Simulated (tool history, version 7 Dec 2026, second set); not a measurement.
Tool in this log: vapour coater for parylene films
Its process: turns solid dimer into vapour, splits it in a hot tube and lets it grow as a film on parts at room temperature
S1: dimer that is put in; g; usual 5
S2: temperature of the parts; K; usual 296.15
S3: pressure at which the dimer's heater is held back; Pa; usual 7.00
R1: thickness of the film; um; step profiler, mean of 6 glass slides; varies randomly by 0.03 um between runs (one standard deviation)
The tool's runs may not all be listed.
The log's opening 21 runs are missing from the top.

run,hour,S1,S2,S3,R1
22,637.2,5,296.15,6.49,2.64
23,669.3,5,296.15,6.49,2.60
24,708.1,5,297.15,2.95,2.76
25,745.7,8,292.15,7.65,4.80
26,789.3,2,293.15,7.65,1.12
27,825.4,6,293.15,6.47,3.37
28,863.8,9,296.15,7.00,4.50
29,887.8,4,299.15,6.31,1.79
30,908.2,9,296.15,9.05,4.38
# hour 926.8: trap's valve overhauled
31,958.0,9,296.15,9.05,4.87
32,984.6,3,289.15,4.73,2.19
33,1016.5,5,296.15,5.02,2.92
34,1036.5,4,289.15,8.25,2.88
35,1065.7,4,289.15,8.25,2.89
36,1110.7,5,300.15,5.59,2.37
37,1144.6,7,303.15,2.16,3.25
38,1171.7,7,303.15,2.16,3.28
39,1202.0,7,303.15,3.30,3.08
40,1248.3,5,300.15,7.00,2.32
41,1286.7,3,295.15,4.00,1.79
42,1323.1,3,297.15,6.11,1.52
43,1366.3,5,302.15,5.60,2.14
44,1405.2,8,296.15,7.00,4.18
45,1425.1,8,296.15,7.00,4.13
46,1454.9,8,296.15,7.00,4.17

Consider 3 possible next runs. They are alternatives, not a sequence: every one starts from the tool as it was left by run 46. What does each give?
A,1493.0,3,294.15,3.44,?
B,1493.0,8,298.15,3.14,?
C,1493.0,6,293.15,7.00,?

run,R1
A,1.82
B,4.17
C,3.53
What these runs would have given with no unlogged condition in the tool:
run,R1
A,1.95
B,4.48
C,3.80

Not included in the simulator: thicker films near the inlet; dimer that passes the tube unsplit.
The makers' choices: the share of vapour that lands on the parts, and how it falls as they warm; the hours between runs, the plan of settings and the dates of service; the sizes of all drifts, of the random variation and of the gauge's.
